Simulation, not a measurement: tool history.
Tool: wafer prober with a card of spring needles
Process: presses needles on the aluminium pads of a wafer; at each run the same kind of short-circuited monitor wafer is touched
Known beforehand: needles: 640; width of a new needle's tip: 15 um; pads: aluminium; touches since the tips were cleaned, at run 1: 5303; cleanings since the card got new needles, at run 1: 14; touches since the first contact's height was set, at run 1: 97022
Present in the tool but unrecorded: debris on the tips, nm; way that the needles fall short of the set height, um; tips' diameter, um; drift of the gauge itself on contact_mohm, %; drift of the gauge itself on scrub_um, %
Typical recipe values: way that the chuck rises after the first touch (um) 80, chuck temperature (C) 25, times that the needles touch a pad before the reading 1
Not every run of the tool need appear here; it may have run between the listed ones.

run	day	way that the chuck rises after the first touch (um)	chuck temperature (C)	times that the needles touch a pad before the reading	touches since the tips were cleaned	cleanings since the card got new needles	touches since the first contact's height was set	resistance of one needle with its contact and lead (mohm)	way that a needle slides on the pad (um)
1	0	80	25	1	5303	14	97022	177	15.57
# day 0.071: tips cleaned on abrasive film
2	0.325	80	28	1	2438	15	100081	176	15.59
3	0.638	68	25	1	5373	15	103016	177	13.27
# day 0.7: tips cleaned on abrasive film
4	1.021	68	114	1	3033	16	106628	200	13.25
# day 1.329: tips cleaned on abrasive film
5	1.342	80	25	3	135	17	109621	177	15.55
6	1.796	80	25	3	4444	17	113930	178	15.51
# day 1.958: tips cleaned on abrasive film
7	2.188	80	25	3	2204	18	117613	178	15.58
# day 2.596: tips cleaned on abrasive film
8	2.617	61	25	1	214	19	121630	179	11.94
9	3.071	61	25	1	4519	19	125935	179	11.86
# day 3.238: tips cleaned on abrasive film
10	3.421	94	25	1	1723	20	129192	176	18.3
11	3.667	94	25	2	4090	20	131559	173	18.27
# day 3.858: tips cleaned on abrasive film
12	3.929	80	77	1	641	21	133971	186	15.56
13	4.271	80	77	1	3901	21	137231	190	15.54
# day 4.492: tips cleaned on abrasive film
14	4.688	80	77	1	1862	22	141127	187	15.61
# day 5.117: tips cleaned on abrasive film
15	5.133	80	77	1	149	23	145305	190	15.56
16	5.438	80	77	1	3034	23	148190	187	15.5
17	5.712	80	25	1	5652	23	150808	180	15.56
# day 5.742: tips cleaned on abrasive film
18	6.025	88	66	1	2687	24	153757	188	17.1
# day 6.371: tips cleaned on abrasive film
19	6.45	88	32	1	750	25	157718	176	17.1
20	6.788	80	25	1	3964	25	160932	179	15.58
# day 6.992: tips cleaned on abrasive film
21	7.217	80	25	2	2120	26	164948	177	15.53
22	7.488	80	25	2	4704	26	167532	176	15.57
# day 7.625: tips cleaned on abrasive film
23	7.933	80	25	2	2923	27	171723	177	15.54
24	8.225	78	37	1	5664	27	174464	179	15.17
# day 8.258: tips cleaned on abrasive film
25	8.521	78	37	1	2466	28	177223	183	15.18
26	8.775	80	43	1	4893	28	179650	182	15.58
# day 8.9: tips cleaned on abrasive film
27	9.158	97	25	1	2453	29	183246	174	18.97
28	9.4	80	115	1	4739	29	185532	193	15.53
# day 9.525: tips cleaned on abrasive film
29	9.871	80	115	1	3299	30	189959	194	15.59
# day 10.142: tips cleaned on abrasive film
30	10.142	80	32	2	0	31	192485	178	15.52
31	10.596	89	53	1	4294	31	196779	181	17.32
# day 10.788: tips cleaned on abrasive film
32	10.917	89	53	1	1227	32	199778	184	17.27
33	11.221	91	26	1	4113	32	202664	175	17.71

Here are 3 independent what-if runs from the current tool condition. What would each one return?
# day 11.412: tips cleaned on abrasive film
A	11.6	79	25	1	1763	33	206217	?	?
# day 11.412: tips cleaned on abrasive film
B	11.6	67	30	1	1763	33	206217	?	?
# day 11.412: tips cleaned on abrasive film
C	11.6	60	88	1	1763	33	206217	?	?

run	resistance of one needle with its contact and lead (mohm)	way that a needle slides on the pad (um)
A	179	15.4
B	177	13.05
C	197	11.68
Stripped of hidden state, with their random variation kept, the same runs would have yielded:
run	resistance of one needle with its contact and lead (mohm)	way that a needle slides on the pad (um)
A	178	15.41
B	177	13.06
C	197	11.69

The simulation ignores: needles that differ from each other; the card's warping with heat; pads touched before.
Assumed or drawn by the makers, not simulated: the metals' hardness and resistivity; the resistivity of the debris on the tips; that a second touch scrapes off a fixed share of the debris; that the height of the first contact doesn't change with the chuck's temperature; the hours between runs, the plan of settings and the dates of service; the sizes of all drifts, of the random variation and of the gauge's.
